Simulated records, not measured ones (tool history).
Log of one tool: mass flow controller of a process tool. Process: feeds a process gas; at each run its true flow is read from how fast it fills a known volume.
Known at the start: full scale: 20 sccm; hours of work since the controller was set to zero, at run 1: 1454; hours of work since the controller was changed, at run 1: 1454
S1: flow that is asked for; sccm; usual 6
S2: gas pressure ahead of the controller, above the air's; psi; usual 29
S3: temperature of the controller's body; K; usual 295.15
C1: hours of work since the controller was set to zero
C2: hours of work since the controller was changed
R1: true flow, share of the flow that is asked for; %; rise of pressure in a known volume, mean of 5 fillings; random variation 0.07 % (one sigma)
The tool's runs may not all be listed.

run,hour,S1,S2,S3,C1,C2,R1
1,0,6,29,295.15,1454,1454,97.77
2,79.6,6,37.4,295.15,1490,1490,98.01
3,152.4,6,36.4,295.15,1522,1522,98.01
4,192.1,6,29,295.15,1540,1540,97.77
5,232.2,6,29,295.15,1558,1558,97.85
6,297.4,6,29,295.15,1587,1587,97.92
7,337.1,6,29,295.15,1605,1605,98.06
8,388.9,6,29,308.15,1628,1628,98.3
9,459.1,6,28.3,295.15,1659,1659,97.85
10,530.8,6,27.7,295.15,1691,1691,97.81
11,593.1,6,29,295.15,1719,1719,97.77
12,639.4,6,29,295.15,1740,1740,97.76
13,695,6,29,295.15,1764,1764,97.74
# hour 701.9: controller's zero set anew
14,734.5,13,29,295.15,15,1782,98.55
15,801.2,5,20.3,306.15,44,1812,98.09
16,882,9,25.2,299.15,80,1848,98.3
17,930.9,3,23.1,295.15,102,1869,97.89
18,991.4,6,35.1,296.15,129,1896,98.18
19,1064.9,5,33.4,311.15,162,1929,98.72
20,1101.7,15,34.8,303.15,178,1946,99.17
21,1136.4,17,30.6,301.15,194,1961,99.14
# hour 1191.6: controller's zero set anew, once more
22,1198.7,17,30.6,301.15,3,1989,99.04
23,1236.5,5,21.3,307.15,20,2006,97.7
24,1281.1,6,25.8,293.15,40,2025,97.3
25,1352.2,7,31.3,299.15,72,2057,97.88
26,1430,19,36.5,294.15,106,2092,99.16
27,1493.4,19,36.5,294.15,135,2120,99.13
28,1560.2,6,30.7,308.15,164,2150,97.83

5 ways to go on from here, each from the tool as it stands after run 28. What would each give?
A,1631,16,21.9,300.15,196,2182,?
B,1631,5,29,295.15,196,2182,?
C,1631,6,30.7,302.15,196,2182,?
D,1631,3,34.2,295.15,196,2182,?
E,1631,6,29,310.15,196,2182,?

run,R1
A,98.75
B,97.43
C,97.92
D,97.25
E,98.14
Without the tool's hidden state the same runs would have given:
run,R1
A,99.5
B,98.06
C,98.58
D,97.76
E,98.8
